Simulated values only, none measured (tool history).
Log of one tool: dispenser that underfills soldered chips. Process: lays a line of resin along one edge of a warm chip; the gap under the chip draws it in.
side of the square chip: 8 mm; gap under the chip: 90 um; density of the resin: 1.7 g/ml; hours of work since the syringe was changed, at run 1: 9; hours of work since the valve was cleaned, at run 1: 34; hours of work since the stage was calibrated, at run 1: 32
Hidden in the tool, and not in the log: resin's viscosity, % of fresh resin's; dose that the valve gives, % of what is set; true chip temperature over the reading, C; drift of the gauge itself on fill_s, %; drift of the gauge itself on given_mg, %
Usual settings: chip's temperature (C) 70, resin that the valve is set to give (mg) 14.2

run	hour	chip's temperature (C)	resin that the valve is set to give (mg)	hours of work since the syringe was changed	hours of work since the valve was cleaned	hours of work since the stage was calibrated	time until the resin shows at the far edge (s)	resin that the valve gave (mg)
1	0	70	14.2	9	34	32	49	13.8
# hour 2: new syringe of resin
2	7.3	70	14.2	4	40	37	37.2	13.65
# hour 15.2: new syringe of resin
3	15.2	70	14.2	0	46	43	29.2	13.6
# hour 17.7: dispensing valve cleaned and set on the balance
4	23.6	70	14.2	6	5	49	40.4	14.25
5	29	70	14.2	10	9	53	51.2	14.26
# hour 29.7: new syringe of resin
6	37.2	70	14.2	6	15	59	41.1	13.98
7	40.5	70	14.2	8	17	61	47.8	14.04
# hour 43.1: new syringe of resin
8	45	66	14.2	1	20	65	36.4	13.91
9	50.7	66	14.2	6	25	69	49.9	13.96
# hour 56.5: new syringe of resin
10	58.6	66	14.2	2	31	75	36.6	13.9
11	65.3	70	14.2	7	36	80	43.1	13.88
# hour 69.8: new syringe of resin
12	73.4	70	14.2	3	42	86	33.5	13.8
13	79.6	70	15.7	7	46	91	45.2	15.26
# hour 81: dispensing valve cleaned and set on the balance
# hour 84.1: new syringe of resin
14	85.1	70	15.7	1	3	94	30.6	15.61
15	88.9	70	15.7	4	6	97	35.8	15.69
16	94.1	70	15.7	8	10	101	45.7	15.64
# hour 97.9: new syringe of resin
17	102.3	63	14.1	3	16	107	48.7	13.95
18	108.1	73	16.7	8	20	111	39.7	16.46
# hour 111.2: new syringe of resin
19	113.7	59	14.2	2	24	115	52.1	14
20	121.6	60	13.5	8	30	121	74.2	13.2
# hour 125.1: new syringe of resin
21	127.3	58	15.5	2	34	125	54.2	15.02
22	133	58	15.5	6	39	130	72	15.1
# hour 138.4: new syringe of resin
23	140	58	15.5	1	44	135	53.1	14.97
# hour 144.6: dispensing valve cleaned and set on the balance
24	145.4	58	15.5	5	1	138	64.6	15.49
25	151.1	58	15.5	9	5	143	84.8	15.45
# hour 152.9: new syringe of resin
26	156.7	71	17	3	9	147	33.7	16.91
27	162.6	59	16.3	7	14	151	72.6	16.12

Forecast run 28:
# hour 166.2: new syringe of resin
28	168.2	70	12.5	1	18	155	?	?

{"run 28": {"time until the resin shows at the far edge (s)": 33.3, "resin that the valve gave (mg)": 12.33}}
Without the tool's hidden state the same run would have given time until the resin shows at the far edge (s) 29.4, resin that the valve gave (mg) 12.5.
